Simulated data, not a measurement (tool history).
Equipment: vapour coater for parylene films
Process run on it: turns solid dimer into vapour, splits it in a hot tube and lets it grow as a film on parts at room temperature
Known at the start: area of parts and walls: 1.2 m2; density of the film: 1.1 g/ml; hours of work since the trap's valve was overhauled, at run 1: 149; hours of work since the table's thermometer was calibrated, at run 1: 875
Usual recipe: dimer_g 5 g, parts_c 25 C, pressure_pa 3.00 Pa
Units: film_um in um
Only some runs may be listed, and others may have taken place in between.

run,hour,dimer_g,parts_c,pressure_pa,hours of work since the trap's valve was overhauled,hours of work since the table's thermometer was calibrated,film_um
1,0.0,5,25,3.00,149,875,2.40
2,30.5,5,25,3.00,162,888,2.40
3,57.9,5,25,3.00,173,900,2.36
4,88.5,5,25,3.00,186,913,2.38
5,138.8,5,25,3.00,208,934,2.32
6,168.7,5,25,9.20,220,947,2.14
7,198.5,5,25,3.00,233,959,2.33
8,224.3,5,25,3.00,244,970,2.30
9,251.7,5,25,3.00,256,982,2.33
10,286.3,2,25,3.00,271,997,0.92
11,320.3,2,25,3.00,285,1011,0.96
# hour 350.5: trap's valve overhauled
12,362.2,2,25,5.30,5,1028,0.94
13,390.5,2,25,5.30,17,1040,0.95
14,423.1,3,28,2.87,31,1054,1.32
15,460.4,2,30,9.40,47,1069,0.73
16,499.8,3,19,9.40,64,1086,1.69
17,554.8,5,35,3.00,87,1110,1.62
18,585.2,5,35,3.00,100,1123,1.63
19,634.6,8,25,10.35,121,1144,3.42
20,667.3,7,29,11.36,135,1158,2.51
21,707.6,7,29,11.36,152,1175,2.49
22,757.8,5,36,3.00,174,1196,1.51
23,810.3,3,18,4.25,196,1219,1.81
24,848.0,3,18,4.28,212,1235,1.78
25,875.7,3,18,4.50,224,1246,1.79
26,917.1,5,18,4.07,242,1264,2.97

What differs in the tool's unlogged condition from the final listed run ahead of each entry between runs to the first listed run following it?
Run 11 -> run 12: trap's valve overhauled (hour 350.5)
  vapour lost through the trap's worn valve, %: 8.5 -> 0.3
  measured minus no-state result, film_um: -0.10 -> -0.02 um
